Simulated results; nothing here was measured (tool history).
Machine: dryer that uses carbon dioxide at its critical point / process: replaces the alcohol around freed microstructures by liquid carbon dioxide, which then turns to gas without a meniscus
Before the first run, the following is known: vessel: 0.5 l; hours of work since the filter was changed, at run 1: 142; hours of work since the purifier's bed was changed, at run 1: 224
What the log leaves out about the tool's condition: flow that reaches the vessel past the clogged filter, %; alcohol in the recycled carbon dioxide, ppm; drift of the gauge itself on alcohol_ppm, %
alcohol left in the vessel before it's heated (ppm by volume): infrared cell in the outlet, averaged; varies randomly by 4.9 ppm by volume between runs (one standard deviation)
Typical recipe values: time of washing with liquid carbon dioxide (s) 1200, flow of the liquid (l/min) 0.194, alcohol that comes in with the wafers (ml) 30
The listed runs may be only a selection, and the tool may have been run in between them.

| run | hour | time of washing with liquid carbon dioxide (s) | flow of the liquid (l/min) | alcohol that comes in with the wafers (ml) | hours of work since the filter was changed | hours of work since the purifier's bed was changed | alcohol left in the vessel before it's heated (ppm by volume) |
|---|---|---|---|---|---|---|---|
| 1 | 0 | 1200 | 0.194 | 30 | 142 | 224 | 155 |
| 2 | 11.2 | 1200 | 0.194 | 30 | 148 | 230 | 145 |
| 3 | 21.2 | 1200 | 0.194 | 30 | 153 | 235 | 146 |
| 4 | 28.3 | 1380 | 0.194 | 30 | 157 | 239 | 67 |
| 5 | 37.1 | 1380 | 0.194 | 30 | 161 | 243 | 69 |
| 6 | 45.4 | 1380 | 0.194 | 30 | 166 | 247 | 75 |
| 7 | 56.8 | 1380 | 0.194 | 30 | 171 | 253 | 78 |
| 8 | 63.2 | 1380 | 0.194 | 67 | 175 | 256 | 142 |
| 9 | 68 | 1200 | 0.194 | 30 | 177 | 259 | 165 |
| 10 | 73.1 | 1200 | 0.267 | 30 | 180 | 261 | 30 |
| 11 | 81.9 | 1200 | 0.194 | 30 | 184 | 266 | 169 |
|  | 84.1 | inlet filter changed |
| 12 | 90.3 | 1200 | 0.194 | 30 | 3 | 270 | 91 |
| 13 | 95.6 | 1200 | 0.194 | 30 | 6 | 272 | 99 |
| 14 | 101.3 | 1200 | 0.194 | 30 | 9 | 275 | 90 |
| 15 | 109.9 | 1200 | 0.194 | 30 | 13 | 280 | 89 |
| 16 | 119.1 | 1200 | 0.194 | 30 | 18 | 284 | 100 |
| 17 | 126.9 | 1620 | 0.271 | 102 | 22 | 288 | 24 |
| 18 | 136.3 | 1380 | 0.124 | 79 | 27 | 293 | 1372 |
| 19 | 146.8 | 1380 | 0.124 | 79 | 32 | 299 | 1399 |
| 20 | 153.8 | 900 | 0.19 | 89 | 36 | 302 | 1436 |
| 21 | 159.4 | 900 | 0.13 | 26 | 39 | 305 | 2087 |
| 22 | 165.3 | 1140 | 0.121 | 52 | 42 | 308 | 2365 |
| 23 | 170.1 | 960 | 0.121 | 97 | 44 | 311 | 7888 |
| 24 | 178.1 | 840 | 0.194 | 31 | 48 | 315 | 670 |
| 25 | 189.4 | 1080 | 0.31 | 30 | 54 | 320 | 25 |
| 26 | 195.3 | 1380 | 0.173 | 106 | 57 | 324 | 300 |
| 27 | 202.5 | 1080 | 0.13 | 99 | 61 | 327 | 4400 |
| 28 | 208.5 | 780 | 0.283 | 54 | 64 | 330 | 228 |
| 29 | 215.5 | 1560 | 0.12 | 30 | 67 | 334 | 411 |
| 30 | 222.7 | 1380 | 0.298 | 67 | 71 | 338 | 26 |
| 31 | 228.1 | 1380 | 0.298 | 29 | 74 | 340 | 29 |
| 32 | 238.5 | 1200 | 0.194 | 36 | 79 | 346 | 147 |

Branching from run 32: 4 alternative next runs. What would each branch give?
| A | 246.3 | 1020 | 0.158 | 27 | 83 | 350 | ? |
| B | 246.3 | 1200 | 0.189 | 36 | 83 | 350 | ? |
| C | 246.3 | 1200 | 0.181 | 49 | 83 | 350 | ? |
| D | 246.3 | 1200 | 0.117 | 71 | 83 | 350 | ? |

| run | alcohol left in the vessel before it's heated (ppm by volume) |
|---|---|
| A | 719 |
| B | 169 |
| C | 281 |
| D | 3383 |
With the hidden condition removed and each run's random variation left untouched, the same runs would have given:
| run | alcohol left in the vessel before it's heated (ppm by volume) |
|---|---|
| A | 562 |
| B | 111 |
| C | 193 |
| D | 2784 |
